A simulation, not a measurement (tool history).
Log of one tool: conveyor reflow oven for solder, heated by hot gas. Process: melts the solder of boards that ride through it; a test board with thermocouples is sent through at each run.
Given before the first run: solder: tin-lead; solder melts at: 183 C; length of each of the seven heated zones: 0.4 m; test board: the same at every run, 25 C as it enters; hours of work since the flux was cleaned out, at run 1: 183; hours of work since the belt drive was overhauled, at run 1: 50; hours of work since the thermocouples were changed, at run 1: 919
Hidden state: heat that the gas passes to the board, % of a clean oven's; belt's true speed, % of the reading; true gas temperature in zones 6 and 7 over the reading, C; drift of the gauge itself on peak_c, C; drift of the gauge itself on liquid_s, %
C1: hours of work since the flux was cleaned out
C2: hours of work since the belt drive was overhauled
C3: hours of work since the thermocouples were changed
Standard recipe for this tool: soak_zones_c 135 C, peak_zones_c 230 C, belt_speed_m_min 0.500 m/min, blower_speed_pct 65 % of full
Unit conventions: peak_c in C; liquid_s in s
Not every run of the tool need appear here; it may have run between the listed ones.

run 1 hour=0.0 | soak_zones_c=135 peak_zones_c=230 belt_speed_m_min=0.500 blower_speed_pct=65 | C1=183 C2=50 C3=919 | peak_c=213.8 liquid_s=66.5
run 2 hour=56.3 | soak_zones_c=135 peak_zones_c=230 belt_speed_m_min=0.475 blower_speed_pct=65 | C1=222 C2=89 C3=958 | peak_c=214.8 liquid_s=71.9
run 3 hour=111.0 | soak_zones_c=135 peak_zones_c=230 belt_speed_m_min=0.475 blower_speed_pct=65 | C1=260 C2=127 C3=996 | peak_c=214.9 liquid_s=72.4
run 4 hour=181.1 | soak_zones_c=135 peak_zones_c=230 belt_speed_m_min=0.475 blower_speed_pct=65 | C1=309 C2=175 C3=1044 | peak_c=214.7 liquid_s=71.7
run 5 hour=262.4 | soak_zones_c=135 peak_zones_c=230 belt_speed_m_min=0.500 blower_speed_pct=71 | C1=365 C2=232 C3=1101 | peak_c=213.2 liquid_s=66.5
run 6 hour=312.0 | soak_zones_c=135 peak_zones_c=230 belt_speed_m_min=0.500 blower_speed_pct=71 | C1=400 C2=266 C3=1135 | peak_c=212.7 liquid_s=66.2
-- hour=354.7 flux residue cleaned out of gas plates and filters
run 7 hour=379.7 | soak_zones_c=135 peak_zones_c=230 belt_speed_m_min=0.549 blower_speed_pct=65 | C1=17 C2=309 C3=1179 | peak_c=212.6 liquid_s=59.9
-- hour=392.5 thermocouples of zones 6 and 7 changed
run 8 hour=461.2 | soak_zones_c=135 peak_zones_c=230 belt_speed_m_min=0.549 blower_speed_pct=75 | C1=72 C2=365 C3=48 | peak_c=212.0 liquid_s=59.5
run 9 hour=524.2 | soak_zones_c=135 peak_zones_c=230 belt_speed_m_min=0.500 blower_speed_pct=65 | C1=116 C2=408 C3=91 | peak_c=212.7 liquid_s=67.0
run 10 hour=579.1 | soak_zones_c=135 peak_zones_c=230 belt_speed_m_min=0.442 blower_speed_pct=65 | C1=154 C2=446 C3=129 | peak_c=216.3 liquid_s=81.2
run 11 hour=668.1 | soak_zones_c=135 peak_zones_c=230 belt_speed_m_min=0.500 blower_speed_pct=65 | C1=216 C2=508 C3=191 | peak_c=212.2 liquid_s=66.0
run 12 hour=747.9 | soak_zones_c=135 peak_zones_c=230 belt_speed_m_min=0.500 blower_speed_pct=65 | C1=271 C2=563 C3=246 | peak_c=211.5 liquid_s=64.8
run 13 hour=793.9 | soak_zones_c=135 peak_zones_c=230 belt_speed_m_min=0.500 blower_speed_pct=54 | C1=303 C2=595 C3=278 | peak_c=208.7 liquid_s=61.5
run 14 hour=883.5 | soak_zones_c=135 peak_zones_c=230 belt_speed_m_min=0.500 blower_speed_pct=54 | C1=365 C2=657 C3=340 | peak_c=208.9 liquid_s=61.7
run 15 hour=947.3 | soak_zones_c=135 peak_zones_c=230 belt_speed_m_min=0.500 blower_speed_pct=54 | C1=410 C2=702 C3=385 | peak_c=208.3 liquid_s=60.5
-- hour=972.4 flux residue cleaned out of gas plates and filters
run 16 hour=1049.0 | soak_zones_c=139 peak_zones_c=228 belt_speed_m_min=0.577 blower_speed_pct=87 | C1=53 C2=769 C3=452 | peak_c=212.5 liquid_s=59.6
run 17 hour=1127.0 | soak_zones_c=139 peak_zones_c=228 belt_speed_m_min=0.577 blower_speed_pct=87 | C1=107 C2=823 C3=506 | peak_c=212.2 liquid_s=59.4
run 18 hour=1188.6 | soak_zones_c=139 peak_zones_c=228 belt_speed_m_min=0.577 blower_speed_pct=87 | C1=150 C2=865 C3=549 | peak_c=211.5 liquid_s=59.0
run 19 hour=1235.4 | soak_zones_c=139 peak_zones_c=228 belt_speed_m_min=0.464 blower_speed_pct=78 | C1=182 C2=898 C3=581 | peak_c=216.8 liquid_s=80.6
run 20 hour=1315.6 | soak_zones_c=137 peak_zones_c=233 belt_speed_m_min=0.502 blower_speed_pct=85 | C1=238 C2=954 C3=637 | peak_c=219.4 liquid_s=76.1
run 21 hour=1355.9 | soak_zones_c=129 peak_zones_c=220 belt_speed_m_min=0.432 blower_speed_pct=68 | C1=266 C2=981 C3=665 | peak_c=208.2 liquid_s=71.5
-- hour=1398.0 belt drive overhauled, speed set with a stopwatch
run 22 hour=1441.7 | soak_zones_c=123 peak_zones_c=241 belt_speed_m_min=0.477 blower_speed_pct=66 | C1=323 C2=30 C3=721 | peak_c=221.1 liquid_s=72.9
run 23 hour=1496.7 | soak_zones_c=145 peak_zones_c=219 belt_speed_m_min=0.500 blower_speed_pct=65 | C1=361 C2=68 C3=759 | peak_c=204.4 liquid_s=59.3
-- hour=1594.6 flux residue cleaned out of gas plates and filters
run 24 hour=1594.6 | soak_zones_c=134 peak_zones_c=219 belt_speed_m_min=0.578 blower_speed_pct=65 | C1=0 C2=133 C3=824 | peak_c=200.9 liquid_s=41.3
run 25 hour=1669.1 | soak_zones_c=135 peak_zones_c=226 belt_speed_m_min=0.490 blower_speed_pct=65 | C1=52 C2=185 C3=875 | peak_c=212.0 liquid_s=66.8
run 26 hour=1742.5 | soak_zones_c=135 peak_zones_c=226 belt_speed_m_min=0.490 blower_speed_pct=56 | C1=103 C2=235 C3=926 | peak_c=209.8 liquid_s=64.2
run 27 hour=1783.8 | soak_zones_c=135 peak_zones_c=226 belt_speed_m_min=0.592 blower_speed_pct=69 | C1=131 C2=264 C3=955 | peak_c=205.8 liquid_s=47.4
run 28 hour=1882.1 | soak_zones_c=131 peak_zones_c=230 belt_speed_m_min=0.480 blower_speed_pct=65 | C1=199 C2=332 C3=1023 | peak_c=215.1 liquid_s=69.0
run 29 hour=1980.0 | soak_zones_c=131 peak_zones_c=230 belt_speed_m_min=0.480 blower_speed_pct=65 | C1=267 C2=400 C3=1091 | peak_c=214.1 liquid_s=68.7

3 options for the next run, each taken on its own from the tool as it stands now. Forecast them:
run A hour=2056.6 | soak_zones_c=135 peak_zones_c=239 belt_speed_m_min=0.500 blower_speed_pct=65 | C1=320 C2=453 C3=1144 | peak_c=? liquid_s=?
run B hour=2056.6 | soak_zones_c=135 peak_zones_c=236 belt_speed_m_min=0.417 blower_speed_pct=57 | C1=320 C2=453 C3=1144 | peak_c=? liquid_s=?
run C hour=2056.6 | soak_zones_c=131 peak_zones_c=243 belt_speed_m_min=0.480 blower_speed_pct=65 | C1=320 C2=453 C3=1144 | peak_c=? liquid_s=?

run=A peak_c=220.8 liquid_s=74.4
run=B peak_c=223.4 liquid_s=93.2
run=C peak_c=225.3 liquid_s=80.6
Stripped of hidden state, with their random variation kept, the same runs would have yielded:
run=A peak_c=221.3 liquid_s=74.4
run=B peak_c=223.1 liquid_s=92.2
run=C peak_c=225.9 liquid_s=80.3
